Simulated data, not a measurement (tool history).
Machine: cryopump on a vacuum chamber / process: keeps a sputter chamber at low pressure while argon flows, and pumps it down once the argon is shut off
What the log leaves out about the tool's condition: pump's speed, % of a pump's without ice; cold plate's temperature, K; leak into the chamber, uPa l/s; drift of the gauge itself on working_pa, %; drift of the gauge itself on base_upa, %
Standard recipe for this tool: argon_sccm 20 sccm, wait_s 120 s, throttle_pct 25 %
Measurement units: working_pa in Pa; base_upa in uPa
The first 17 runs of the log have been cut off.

run	hour	argon_sccm	wait_s	throttle_pct	hours of work since the pump was warmed up and emptied	hours of work since the cold head was overhauled	hours of work since the chamber's fittings were tightened	working_pa	base_upa
# hour 1372: pump warmed up, emptied and cooled again
18	1449.5	20	120	19	55	3629	888	0.103	0.94
19	1564.5	16	120	26	137	3710	969	0.0609	1.04
20	1677.9	18	120	23	217	3790	1050	0.079	1.05
21	1738.2	10	181	25	260	3833	1092	0.0396	0.95
22	1834.5	34	181	51	328	3902	1161	0.0739	1.05
# hour 1897.8: pump warmed up, emptied and cooled again
# hour 1929.6: leaking fittings of the chamber tightened, without venting
23	1950.7	22	120	17	36	3979	15	0.1271	0.67
24	2021	22	151	17	86	4029	65	0.1273	0.57
25	2080.6	26	33	27	128	4071	107	0.0956	1.82
26	2160.2	36	120	25	185	4127	163	0.147	0.67
27	2224.4	36	120	25	230	4173	209	0.1464	0.73
28	2316.8	36	120	25	296	4238	275	0.1478	0.79
# hour 2428.2: pump warmed up, emptied and cooled again
29	2428.2	36	120	25	0	4314	350	0.1421	0.73
30	2535.9	9	120	34	76	4390	426	0.0257	0.8
31	2640.7	9	120	34	151	4465	501	0.0278	0.81
32	2691.3	9	26	22	186	4500	536	0.0412	2.38
33	2761.6	32	35	38	236	4550	586	0.0878	1.91
34	2869.4	40	60	49	313	4627	663	0.0893	1.4
# hour 2948.9: pump warmed up, emptied and cooled again
35	2953.8	40	60	49	3	4683	719	0.0806	1.29

Consider 3 possible next runs. They are alternatives, not a sequence: every one starts from the tool as it was left by run 35. What does each give?
A	3034.2	20	250	25	61	4740	776	?	?
B	3034.2	15	32	55	61	4740	776	?	?
C	3034.2	15	60	49	61	4740	776	?	?

run	working_pa	base_upa
A	0.0786	0.71
B	0.0276	2.06
C	0.0307	1.39
Take away the tool's hidden state, keep each run's random variation, and the runs would have read:
run	working_pa	base_upa
A	0.0772	0.38
B	0.0266	1.74
C	0.0297	1.06
